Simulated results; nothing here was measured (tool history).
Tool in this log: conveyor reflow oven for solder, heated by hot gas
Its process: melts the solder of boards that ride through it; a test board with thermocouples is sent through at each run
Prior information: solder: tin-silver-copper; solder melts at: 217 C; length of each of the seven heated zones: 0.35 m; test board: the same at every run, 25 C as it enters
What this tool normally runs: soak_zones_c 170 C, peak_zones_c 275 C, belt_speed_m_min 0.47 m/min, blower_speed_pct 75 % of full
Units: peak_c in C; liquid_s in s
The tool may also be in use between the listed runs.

Run 1, day 0: usual settings. Result: peak_c 256.9 C, liquid_s 69.2 s.
Run 2, day 2.479: usual settings. Result: peak_c 256.9 C, liquid_s 68.9 s.
Run 3, day 4.229: usual settings. Result: peak_c 257.1 C, liquid_s 68.9 s.
Run 4, day 6.05: usual settings but blower_speed_pct 78 % of full. Result: peak_c 257.4 C, liquid_s 69.4 s.
Run 5, day 7.321: usual settings but blower_speed_pct 78 % of full. Result: peak_c 257.5 C, liquid_s 69.5 s.
Run 6, day 9.25: usual settings. Result: peak_c 256.9 C, liquid_s 68.6 s.
At day 9.562: flux residue cleaned out of gas plates and filters.
Run 7, day 11.629: usual settings. Result: peak_c 259 C, liquid_s 70.8 s.
Run 8, day 12.983: usual settings but soak_zones_c 180 C. Result: peak_c 260.6 C, liquid_s 75.9 s.
Run 9, day 14.879: usual settings but soak_zones_c 180 C. Result: peak_c 260.6 C, liquid_s 76.1 s.
Run 10, day 16.188: usual settings but soak_zones_c 175 C, peak_zones_c 281 C. Result: peak_c 264.8 C, liquid_s 76.7 s.
Run 11, day 17.95: usual settings but soak_zones_c 159 C, belt_speed_m_min 0.488 m/min. Result: peak_c 255.1 C, liquid_s 61.1 s.
Run 12, day 20.379: usual settings but soak_zones_c 159 C, belt_speed_m_min 0.488 m/min. Result: peak_c 254.9 C, liquid_s 61.1 s.
Run 13, day 22.512: usual settings but soak_zones_c 179 C, peak_zones_c 267 C, belt_speed_m_min 0.383 m/min, blower_speed_pct 61 % of full. Result: peak_c 256.4 C, liquid_s 90.2 s.
Run 14, day 24.754: usual settings but soak_zones_c 182 C, peak_zones_c 264 C, belt_speed_m_min 0.497 m/min, blower_speed_pct 53 % of full. Result: peak_c 243.4 C, liquid_s 56.1 s.
Run 15, day 26.483: usual settings but soak_zones_c 164 C, peak_zones_c 287 C, belt_speed_m_min 0.419 m/min, blower_speed_pct 82 % of full. Result: peak_c 273.8 C, liquid_s 88.1 s.
Run 16, day 28.467: usual settings but soak_zones_c 176 C, peak_zones_c 287 C, belt_speed_m_min 0.419 m/min, blower_speed_pct 82 % of full. Result: peak_c 275.6 C, liquid_s 93.7 s.
Run 17, day 29.571: usual settings but soak_zones_c 176 C, peak_zones_c 287 C, belt_speed_m_min 0.419 m/min, blower_speed_pct 82 % of full. Result: peak_c 275.1 C, liquid_s 93.2 s.

Below are 4 alternative next runs, each starting from the tool's condition after run 17. Predict each:
Run A, day 30.929: usual settings but soak_zones_c 176 C, peak_zones_c 289 C, belt_speed_m_min 0.419 m/min, blower_speed_pct 82 % of full. Result: peak_c ?, liquid_s ?.
Run B, day 30.929: usual settings but soak_zones_c 172 C, peak_zones_c 271 C, blower_speed_pct 78 % of full. Result: peak_c ?, liquid_s ?.
Run C, day 30.929: usual settings but soak_zones_c 182 C, peak_zones_c 265 C, blower_speed_pct 66 % of full. Result: peak_c ?, liquid_s ?.
Run D, day 30.929: usual settings but soak_zones_c 176 C, peak_zones_c 287 C, belt_speed_m_min 0.41 m/min, blower_speed_pct 82 % of full. Result: peak_c ?, liquid_s ?.

run  peak_c  liquid_s
  A   277.3      94.4
  B   255.7      69.3
  C   249.9      68.2
  D     276      95.8
Had the tool no hidden state, the same runs would have come out as:
run  peak_c  liquid_s
  A   276.7      93.2
  B   255.3      68.7
  C   249.2      67.5
  D   275.3      94.5
